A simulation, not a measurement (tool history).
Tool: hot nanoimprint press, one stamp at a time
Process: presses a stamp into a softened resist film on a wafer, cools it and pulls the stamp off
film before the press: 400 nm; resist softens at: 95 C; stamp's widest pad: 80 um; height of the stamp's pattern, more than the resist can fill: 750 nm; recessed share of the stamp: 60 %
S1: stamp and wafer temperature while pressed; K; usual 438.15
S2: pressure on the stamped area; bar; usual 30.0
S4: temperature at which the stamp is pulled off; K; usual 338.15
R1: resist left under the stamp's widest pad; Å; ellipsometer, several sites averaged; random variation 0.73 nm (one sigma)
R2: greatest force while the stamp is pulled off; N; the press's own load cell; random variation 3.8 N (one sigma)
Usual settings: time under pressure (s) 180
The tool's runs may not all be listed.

run 1 hour=0.0 | S1=438.15 S2=30.0 time_under_pressure_(s)=180 S4=338.15 | R1=2452 R2=227
run 2 hour=49.7 | S1=438.15 S2=23.4 time_under_pressure_(s)=180 S4=338.15 | R1=2716 R2=254
run 3 hour=133.4 | S1=438.15 S2=23.4 time_under_pressure_(s)=180 S4=338.15 | R1=2763 R2=265
run 4 hour=211.4 | S1=438.15 S2=30.0 time_under_pressure_(s)=180 S4=338.15 | R1=2501 R2=291
run 5 hour=267.8 | S1=438.15 S2=30.0 time_under_pressure_(s)=180 S4=338.15 | R1=2505 R2=312
-- hour=341.2 stamp cleaned and given a new release coat
run 6 hour=341.2 | S1=438.15 S2=30.0 time_under_pressure_(s)=180 S4=338.15 | R1=2525 R2=185
-- hour=354.2 plate thermocouple calibrated
run 7 hour=391.8 | S1=438.15 S2=30.0 time_under_pressure_(s)=180 S4=338.15 | R1=2449 R2=198
run 8 hour=437.1 | S1=438.15 S2=30.0 time_under_pressure_(s)=247 S4=338.15 | R1=2257 R2=209
run 9 hour=483.4 | S1=438.15 S2=30.0 time_under_pressure_(s)=247 S4=338.15 | R1=2273 R2=226
run 10 hour=521.7 | S1=438.15 S2=30.0 time_under_pressure_(s)=180 S4=338.15 | R1=2494 R2=234
run 11 hour=580.8 | S1=438.15 S2=37.3 time_under_pressure_(s)=180 S4=338.15 | R1=2285 R2=243
-- hour=620.6 press's hydraulic seals changed and the load cell set to zero
run 12 hour=651.0 | S1=438.15 S2=37.3 time_under_pressure_(s)=180 S4=338.15 | R1=2218 R2=272
run 13 hour=708.0 | S1=438.15 S2=30.0 time_under_pressure_(s)=180 S4=338.15 | R1=2473 R2=283
run 14 hour=762.8 | S1=438.15 S2=30.0 time_under_pressure_(s)=180 S4=338.15 | R1=2474 R2=301
run 15 hour=816.1 | S1=438.15 S2=30.0 time_under_pressure_(s)=180 S4=338.15 | R1=2477 R2=312
-- hour=871.3 stamp cleaned and given a new release coat
run 16 hour=886.0 | S1=438.15 S2=22.9 time_under_pressure_(s)=180 S4=344.15 | R1=2778 R2=168
-- hour=898.2 plate thermocouple calibrated
run 17 hour=934.8 | S1=447.15 S2=18.0 time_under_pressure_(s)=180 S4=340.15 | R1=2239 R2=195
run 18 hour=978.1 | S1=444.15 S2=27.3 time_under_pressure_(s)=101 S4=324.15 | R1=2419 R2=277
run 19 hour=1067.7 | S1=438.15 S2=19.6 time_under_pressure_(s)=213 S4=331.15 | R1=2823 R2=266
run 20 hour=1126.2 | S1=438.15 S2=19.6 time_under_pressure_(s)=213 S4=331.15 | R1=2830 R2=297
run 21 hour=1217.5 | S1=445.15 S2=22.8 time_under_pressure_(s)=193 S4=331.15 | R1=2153 R2=317
run 22 hour=1258.4 | S1=431.15 S2=30.0 time_under_pressure_(s)=180 S4=324.15 | R1=3186 R2=375
run 23 hour=1326.0 | S1=439.15 S2=30.0 time_under_pressure_(s)=180 S4=324.15 | R1=2443 R2=416
-- hour=1393.7 stamp cleaned and given a new release coat
run 24 hour=1408.9 | S1=445.15 S2=30.9 time_under_pressure_(s)=180 S4=345.15 | R1=1912 R2=161
-- hour=1431.2 plate thermocouple calibrated
run 25 hour=1469.2 | S1=448.15 S2=31.5 time_under_pressure_(s)=180 S4=331.15 | R1=1607 R2=229
-- hour=1557.2 press's hydraulic seals changed and the load cell set to zero
run 26 hour=1562.1 | S1=431.15 S2=19.2 time_under_pressure_(s)=108 S4=331.15 | R1=3627 R2=258
run 27 hour=1606.9 | S1=431.15 S2=19.2 time_under_pressure_(s)=108 S4=331.15 | R1=3633 R2=265
run 28 hour=1696.5 | S1=431.15 S2=42.8 time_under_pressure_(s)=265 S4=337.15 | R1=2491 R2=274
run 29 hour=1747.1 | S1=430.15 S2=42.8 time_under_pressure_(s)=329 S4=345.15 | R1=2457 R2=235

Measured less the same run without the tool's hidden state. The same run-to-run variation is in both; the gauge's scatter may not be:
The hidden state here: true temperature over the reading, C; pressure that arrives at the usual setting, %; grip of the stamp's worn release coat, % over a new coat's; drift of the gauge itself on residual_nm, %; drift of the gauge itself on pull_off_n, %.
run=1 R1=+54 R2=+46
run=2 R1=+59 R2=+62
run=3 R1=+77 R2=+83
run=4 R1=+103 R2=+107
run=5 R1=+115 R2=+125
run=6 R1=+132 R2=+4
run=7 R1=+63 R2=+12
run=8 R1=+72 R2=+24
run=9 R1=+82 R2=+37
run=10 R1=+91 R2=+47
run=11 R1=+118 R2=+61
run=12 R1=+49 R2=+81
run=13 R1=+64 R2=+97
run=14 R1=+76 R2=+114
run=15 R1=+87 R2=+128
run=16 R1=+97 R2=+7
run=17 R1=+43 R2=+16
run=18 R1=+59 R2=+36
run=19 R1=+74 R2=+58
run=20 R1=+86 R2=+80
run=21 R1=+99 R2=+106
run=22 R1=+120 R2=+136
run=23 R1=+142 R2=+167
run=24 R1=+136 R2=+8
run=25 R1=+41 R2=+20
run=26 R1=+6 R2=+45
run=27 R1=+11 R2=+58
run=28 R1=+51 R2=+80
run=29 R1=+67 R2=+78
